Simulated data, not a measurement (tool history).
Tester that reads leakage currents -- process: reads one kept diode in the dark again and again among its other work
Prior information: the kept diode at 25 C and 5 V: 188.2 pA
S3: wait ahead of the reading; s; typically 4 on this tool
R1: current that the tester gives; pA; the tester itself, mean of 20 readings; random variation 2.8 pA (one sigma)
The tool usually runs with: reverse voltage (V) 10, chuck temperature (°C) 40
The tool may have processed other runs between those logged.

run 1 day=0 | reverse_voltage_(V)=10 chuck_temperature_(°C)=40 S3=4 | R1=931.19
run 2 day=10.642 | reverse_voltage_(V)=10 chuck_temperature_(°C)=40 S3=4 | R1=931.99
-- day=15.95 chuck's temperature calibrated
run 3 day=22.117 | reverse_voltage_(V)=10 chuck_temperature_(°C)=22 S3=4 | R1=199.95
run 4 day=30.283 | reverse_voltage_(V)=10 chuck_temperature_(°C)=22 S3=4 | R1=201.45
run 5 day=38.875 | reverse_voltage_(V)=16.4 chuck_temperature_(°C)=22 S3=4 | R1=252.69
run 6 day=48.142 | reverse_voltage_(V)=16.4 chuck_temperature_(°C)=24 S3=4 | R1=303.71
run 7 day=59.042 | reverse_voltage_(V)=10 chuck_temperature_(°C)=35 S3=4 | R1=619.17
run 8 day=66.838 | reverse_voltage_(V)=10 chuck_temperature_(°C)=35 S3=4 | R1=619.66
run 9 day=74.417 | reverse_voltage_(V)=10 chuck_temperature_(°C)=35 S3=4 | R1=618.59
run 10 day=86.017 | reverse_voltage_(V)=10 chuck_temperature_(°C)=26 S3=0.77 | R1=291.82
run 11 day=94.117 | reverse_voltage_(V)=3 chuck_temperature_(°C)=31 S3=0.42 | R1=250.6
run 12 day=105.883 | reverse_voltage_(V)=3 chuck_temperature_(°C)=31 S3=0.42 | R1=251.7
-- day=108.433 chuck's temperature calibrated
run 13 day=113.808 | reverse_voltage_(V)=1.2 chuck_temperature_(°C)=34 S3=4.11 | R1=208.13
run 14 day=119.379 | reverse_voltage_(V)=4 chuck_temperature_(°C)=35 S3=0.53 | R1=404.15
run 15 day=126.329 | reverse_voltage_(V)=4 chuck_temperature_(°C)=35 S3=0.53 | R1=403.79
run 16 day=131.154 | reverse_voltage_(V)=1 chuck_temperature_(°C)=21 S3=0.61 | R1=61.8
-- day=132.708 probe card cleaned and baked
run 17 day=139.783 | reverse_voltage_(V)=10 chuck_temperature_(°C)=40 S3=8.03 | R1=928.28

Each row is a separate what-if for the run after 17, all from the same tool condition, not one after another. Results?
run A day=144.808 | reverse_voltage_(V)=10 chuck_temperature_(°C)=40 S3=4.82 | R1=?
run B day=144.808 | reverse_voltage_(V)=1.8 chuck_temperature_(°C)=56 S3=1.14 | R1=?
run C day=144.808 | reverse_voltage_(V)=10 chuck_temperature_(°C)=40 S3=0.56 | R1=?

run=A R1=934.42
run=B R1=1414.96
run=C R1=937.82
With no hidden state in the tool, these same runs would have given:
run=A R1=934.92
run=B R1=1415.67
run=C R1=938.32
